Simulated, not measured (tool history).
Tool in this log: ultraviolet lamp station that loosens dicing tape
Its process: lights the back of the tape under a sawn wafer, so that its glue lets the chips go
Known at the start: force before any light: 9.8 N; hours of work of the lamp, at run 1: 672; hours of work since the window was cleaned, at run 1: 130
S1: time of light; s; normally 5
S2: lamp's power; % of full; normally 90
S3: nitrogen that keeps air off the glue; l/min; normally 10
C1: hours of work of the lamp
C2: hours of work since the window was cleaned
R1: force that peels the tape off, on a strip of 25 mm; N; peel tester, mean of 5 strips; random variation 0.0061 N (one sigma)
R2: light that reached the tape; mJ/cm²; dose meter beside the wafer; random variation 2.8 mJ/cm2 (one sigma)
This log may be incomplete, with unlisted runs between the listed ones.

{"run": 1, "hour": 0.0, "S1": 5, "S2": 90, "S3": 10, "C1": 672, "C2": 130, "R1": 0.326, "R2": 315}
{"run": 2, "hour": 24.9, "S1": 5, "S2": 90, "S3": 10, "C1": 683, "C2": 141, "R1": 0.34, "R2": 314}
{"run": 3, "hour": 45.2, "S1": 4, "S2": 90, "S3": 10, "C1": 693, "C2": 150, "R1": 0.608, "R2": 251}
{"run": 4, "hour": 75.4, "S1": 5, "S2": 70, "S3": 10, "C1": 706, "C2": 164, "R1": 0.683, "R2": 239}
{"run": 5, "hour": 102.1, "S1": 5, "S2": 70, "S3": 10, "C1": 718, "C2": 176, "R1": 0.696, "R2": 244}
{"run": 6, "hour": 146.0, "S1": 5, "S2": 70, "S3": 10, "C1": 738, "C2": 196, "R1": 0.698, "R2": 239}
{"run": 7, "hour": 167.1, "S1": 5, "S2": 70, "S3": 10, "C1": 748, "C2": 205, "R1": 0.677, "R2": 231}
{"run": 8, "hour": 202.1, "S1": 5, "S2": 90, "S3": 10, "C1": 764, "C2": 221, "R1": 0.384, "R2": 303}
{"run": 9, "hour": 228.5, "S1": 2, "S2": 90, "S3": 10, "C1": 776, "C2": 233, "R1": 2.574, "R2": 124}
{"run": 10, "hour": 265.8, "S1": 2, "S2": 90, "S3": 10, "C1": 793, "C2": 250, "R1": 2.488, "R2": 118}
{"run": 11, "hour": 292.3, "S1": 2, "S2": 90, "S3": 10, "C1": 805, "C2": 262, "R1": 2.62, "R2": 120}
{"run": 12, "hour": 327.3, "S1": 2, "S2": 90, "S3": 10, "C1": 821, "C2": 278, "R1": 2.587, "R2": 119}
{"hour": 355.6, "done": "window cleaned of glue's vapour"}
{"run": 13, "hour": 372.4, "S1": 2, "S2": 90, "S3": 10, "C1": 841, "C2": 8, "R1": 2.482, "R2": 121}
{"run": 14, "hour": 398.9, "S1": 2, "S2": 90, "S3": 10, "C1": 853, "C2": 20, "R1": 2.557, "R2": 120}
{"run": 15, "hour": 429.2, "S1": 2, "S2": 90, "S3": 10, "C1": 867, "C2": 33, "R1": 2.499, "R2": 119}
{"run": 16, "hour": 467.2, "S1": 2, "S2": 90, "S3": 10, "C1": 884, "C2": 51, "R1": 2.599, "R2": 119}
{"run": 17, "hour": 508.9, "S1": 6, "S2": 90, "S3": 10, "C1": 903, "C2": 70, "R1": 0.26, "R2": 355}
{"run": 18, "hour": 552.9, "S1": 5, "S2": 69, "S3": 10, "C1": 923, "C2": 90, "R1": 0.803, "R2": 230}
{"run": 19, "hour": 574.1, "S1": 3, "S2": 69, "S3": 4, "C1": 932, "C2": 99, "R1": 2.951, "R2": 137}
{"run": 20, "hour": 601.0, "S1": 5, "S2": 80, "S3": 5, "C1": 945, "C2": 111, "R1": 0.869, "R2": 254}
{"run": 21, "hour": 637.3, "S1": 5, "S2": 97, "S3": 7, "C1": 961, "C2": 128, "R1": 0.453, "R2": 304}
{"hour": 653.2, "done": "lamp changed"}
{"run": 22, "hour": 657.4, "S1": 9, "S2": 97, "S3": 11, "C1": 2, "C2": 137, "R1": 0.077, "R2": 747}
{"run": 23, "hour": 695.9, "S1": 9, "S2": 97, "S3": 11, "C1": 19, "C2": 154, "R1": 0.081, "R2": 747}
{"run": 24, "hour": 724.6, "S1": 8, "S2": 86, "S3": 10, "C1": 32, "C2": 167, "R1": 0.087, "R2": 587}
{"run": 25, "hour": 756.6, "S1": 8, "S2": 97, "S3": 4, "C1": 47, "C2": 182, "R1": 0.097, "R2": 659}
{"run": 26, "hour": 775.0, "S1": 5, "S2": 64, "S3": 10, "C1": 55, "C2": 190, "R1": 0.517, "R2": 264}
{"run": 27, "hour": 817.5, "S1": 4, "S2": 80, "S3": 3, "C1": 75, "C2": 209, "R1": 1.091, "R2": 269}
{"run": 28, "hour": 856.9, "S1": 3, "S2": 88, "S3": 3, "C1": 92, "C2": 227, "R1": 1.552, "R2": 216}
{"run": 29, "hour": 894.6, "S1": 4, "S2": 87, "S3": 6, "C1": 110, "C2": 244, "R1": 0.608, "R2": 287}
{"run": 30, "hour": 925.4, "S1": 5, "S2": 84, "S3": 10, "C1": 124, "C2": 258, "R1": 0.277, "R2": 344}
{"run": 31, "hour": 953.6, "S1": 2, "S2": 97, "S3": 10, "C1": 136, "C2": 271, "R1": 1.656, "R2": 154}
{"run": 32, "hour": 972.8, "S1": 6, "S2": 90, "S3": 10, "C1": 145, "C2": 280, "R1": 0.141, "R2": 431}
{"hour": 999.0, "done": "window cleaned of glue's vapour"}
{"run": 33, "hour": 999.9, "S1": 6, "S2": 90, "S3": 10, "C1": 157, "C2": 0, "R1": 0.127, "R2": 453}
{"run": 34, "hour": 1042.1, "S1": 5, "S2": 75, "S3": 10, "C1": 176, "C2": 20, "R1": 0.346, "R2": 308}
{"run": 35, "hour": 1073.5, "S1": 2, "S2": 79, "S3": 16, "C1": 191, "C2": 34, "R1": 1.922, "R2": 130}
{"run": 36, "hour": 1113.3, "S1": 5, "S2": 90, "S3": 5, "C1": 209, "C2": 52, "R1": 0.333, "R2": 371}

Branching from run 36: 4 alternative next runs. What would each branch give?
{"run": "A", "hour": 1142.5, "S1": 7, "S2": 90, "S3": 7, "C1": 222, "C2": 65, "R1": "?", "R2": "?"}
{"run": "B", "hour": 1142.5, "S1": 5, "S2": 93, "S3": 7, "C1": 222, "C2": 65, "R1": "?", "R2": "?"}
{"run": "C", "hour": 1142.5, "S1": 2, "S2": 73, "S3": 10, "C1": 222, "C2": 65, "R1": "?", "R2": "?"}
{"run": "D", "hour": 1142.5, "S1": 5, "S2": 61, "S3": 10, "C1": 222, "C2": 65, "R1": "?", "R2": "?"}

run=A R1=0.124 R2=519
run=B R1=0.260 R2=383
run=C R1=2.398 R2=119
run=D R1=0.635 R2=252
With no hidden state in the tool, these same runs would have given:
run=A R1=0.109 R2=564
run=B R1=0.210 R2=415
run=C R1=2.137 R2=129
run=D R1=0.515 R2=273
